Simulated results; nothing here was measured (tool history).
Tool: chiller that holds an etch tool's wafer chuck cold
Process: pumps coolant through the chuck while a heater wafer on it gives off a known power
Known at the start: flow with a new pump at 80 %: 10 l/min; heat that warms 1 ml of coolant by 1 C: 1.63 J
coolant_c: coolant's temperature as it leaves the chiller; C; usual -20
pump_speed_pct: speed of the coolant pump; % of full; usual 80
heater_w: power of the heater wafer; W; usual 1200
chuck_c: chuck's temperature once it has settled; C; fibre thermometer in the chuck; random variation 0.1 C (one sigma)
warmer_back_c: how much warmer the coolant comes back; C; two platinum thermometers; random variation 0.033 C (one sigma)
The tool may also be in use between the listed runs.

run,hour,coolant_c,pump_speed_pct,heater_w,chuck_c,warmer_back_c
1,0.0,-20,80,1200,-9.4,5.29
2,120.2,-20,80,1200,-9.4,5.33
3,215.1,-20,65,1200,-7.6,6.79
4,345.1,-20,65,1200,-7.6,6.80
5,466.4,-20,65,1200,-7.4,6.84
6,564.1,-20,80,1200,-9.2,5.37
7,677.1,-20,80,1200,-9.0,5.42
8,782.1,-20,80,1373,-7.6,6.22
9,857.4,-20,80,1200,-9.1,5.41
10,995.2,-20,63,1200,-6.9,7.17
11,1114.8,-20,80,1200,-9.0,5.47
12,1245.2,-20,80,1200,-9.0,5.54
13,1385.1,-20,80,1200,-8.8,5.56
14,1507.4,-20,80,1200,-8.8,5.60
15,1621.7,-20,80,1200,-8.4,5.59
16,1746.9,-11,80,1200,0.6,5.67
# hour 1796.6: chiller's thermometer calibrated
17,1904.6,-20,87,1086,-10.0,4.73
18,2022.6,-20,90,1200,-9.1,4.97
19,2098.8,-22,77,1200,-9.7,5.96
20,2236.2,-15,80,1200,-2.7,5.70
21,2306.0,-10,80,1266,2.8,6.11
22,2436.7,-12,80,922,-2.6,4.40
23,2502.7,-12,80,922,-2.7,4.42
24,2600.2,-12,80,922,-2.4,4.45
25,2707.3,-12,80,922,-2.4,4.53
26,2856.1,-26,80,1676,-8.8,8.14
# hour 2874.9: coolant pump overhauled
27,2938.4,-27,62,903,-17.5,4.42
28,3052.4,-16,62,617,-9.6,3.06
29,3144.0,-25,61,1200,-12.1,6.03
30,3237.7,-17,80,1033,-7.8,3.85
31,3380.1,-27,80,1080,-17.3,4.01

Hidden state or all else? Some run-to-run changes of chuck_c, split into what the settings, what came in and random variation would give without the hidden state, and what is left for the hidden state (with any gauge scatter that isn't in both results):
The hidden state here: heat passed by the chuck's channels, % of clean ones'; flow at a given pump speed, % of a new pump's; coolant's true temperature over the reading, C; drift of the gauge itself on chuck_c, C; drift of the gauge itself on warmer_back_c, C.
Run 15 -> 16: coolant_c -20 -> -11. chuck_c +9.0 C: hidden state +0.0, all else +9.0.
Run 16 -> 17: coolant_c -11 -> -20, pump_speed_pct 80 -> 87, heater_w 1200 -> 1086, chiller's thermometer calibrated. chuck_c -10.6 C: hidden state +0.2, all else -10.8.
Run 25 -> 26: coolant_c -12 -> -26, heater_w 922 -> 1676. chuck_c -6.4 C: hidden state +2.2, all else -8.6.
Run 26 -> 27: coolant_c -26 -> -27, pump_speed_pct 80 -> 62, heater_w 1676 -> 903, coolant pump overhauled. chuck_c -8.7 C: hidden state -3.5, all else -5.2.
Run 28 -> 29: coolant_c -16 -> -25, pump_speed_pct 62 -> 61, heater_w 617 -> 1200. chuck_c -2.5 C: hidden state +1.0, all else -3.5.
Run 30 -> 31: coolant_c -17 -> -27, heater_w 1033 -> 1080. chuck_c -9.5 C: hidden state +0.2, all else -9.7.
